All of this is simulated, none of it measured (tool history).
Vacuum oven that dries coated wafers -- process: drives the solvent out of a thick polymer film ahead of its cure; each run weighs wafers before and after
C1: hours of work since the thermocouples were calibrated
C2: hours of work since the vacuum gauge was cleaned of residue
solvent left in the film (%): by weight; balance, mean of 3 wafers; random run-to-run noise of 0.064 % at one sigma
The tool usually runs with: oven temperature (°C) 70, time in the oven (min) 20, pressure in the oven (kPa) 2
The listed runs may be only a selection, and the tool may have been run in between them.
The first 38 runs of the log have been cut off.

{"run": 39, "hour": 1457.4, "oven temperature (°C)": 70, "time in the oven (min)": 20, "pressure in the oven (kPa)": 4.7, "C1": 635, "C2": 814, "solvent left in the film (%)": 6.95}
{"run": 40, "hour": 1505.2, "oven temperature (°C)": 70, "time in the oven (min)": 20, "pressure in the oven (kPa)": 4.7, "C1": 670, "C2": 848, "solvent left in the film (%)": 7.09}
{"run": 41, "hour": 1557.1, "oven temperature (°C)": 70, "time in the oven (min)": 20, "pressure in the oven (kPa)": 4.7, "C1": 707, "C2": 886, "solvent left in the film (%)": 7.06}
{"hour": 1567.1, "done": "oven's thermocouples calibrated"}
{"run": 42, "hour": 1602.7, "oven temperature (°C)": 70, "time in the oven (min)": 11, "pressure in the oven (kPa)": 3.67, "C1": 26, "C2": 917, "solvent left in the film (%)": 8.01}
{"run": 43, "hour": 1631.4, "oven temperature (°C)": 70, "time in the oven (min)": 13, "pressure in the oven (kPa)": 1.22, "C1": 46, "C2": 938, "solvent left in the film (%)": 5.4}
{"run": 44, "hour": 1687.3, "oven temperature (°C)": 73, "time in the oven (min)": 25, "pressure in the oven (kPa)": 2, "C1": 87, "C2": 978, "solvent left in the film (%)": 2.85}
{"run": 45, "hour": 1718.3, "oven temperature (°C)": 73, "time in the oven (min)": 25, "pressure in the oven (kPa)": 2, "C1": 109, "C2": 1001, "solvent left in the film (%)": 2.87}
{"run": 46, "hour": 1775.5, "oven temperature (°C)": 59, "time in the oven (min)": 34, "pressure in the oven (kPa)": 1.8, "C1": 151, "C2": 1042, "solvent left in the film (%)": 6.45}

5 options for the next run, each taken on its own from the tool as it stands now. Forecast them:
{"run": "A", "hour": 1811.1, "oven temperature (°C)": 67, "time in the oven (min)": 34, "pressure in the oven (kPa)": 1.8, "C1": 176, "C2": 1068, "solvent left in the film (%)": "?"}
{"run": "B", "hour": 1811.1, "oven temperature (°C)": 59, "time in the oven (min)": 20, "pressure in the oven (kPa)": 2.03, "C1": 176, "C2": 1068, "solvent left in the film (%)": "?"}
{"run": "C", "hour": 1811.1, "oven temperature (°C)": 73, "time in the oven (min)": 13, "pressure in the oven (kPa)": 1.42, "C1": 176, "C2": 1068, "solvent left in the film (%)": "?"}
{"run": "D", "hour": 1811.1, "oven temperature (°C)": 59, "time in the oven (min)": 36, "pressure in the oven (kPa)": 1.8, "C1": 176, "C2": 1068, "solvent left in the film (%)": "?"}
{"run": "E", "hour": 1811.1, "oven temperature (°C)": 70, "time in the oven (min)": 20, "pressure in the oven (kPa)": 1.67, "C1": 176, "C2": 1068, "solvent left in the film (%)": "?"}

run=A solvent_left_in_the_film_(%)=3.6
run=B solvent_left_in_the_film_(%)=8.73
run=C solvent_left_in_the_film_(%)=4.65
run=D solvent_left_in_the_film_(%)=6.36
run=E solvent_left_in_the_film_(%)=4.09
What these runs would have given with no unlogged condition in the tool:
run=A solvent_left_in_the_film_(%)=3.1
run=B solvent_left_in_the_film_(%)=8.24
run=C solvent_left_in_the_film_(%)=4.29
run=D solvent_left_in_the_film_(%)=5.74
run=E solvent_left_in_the_film_(%)=3.67
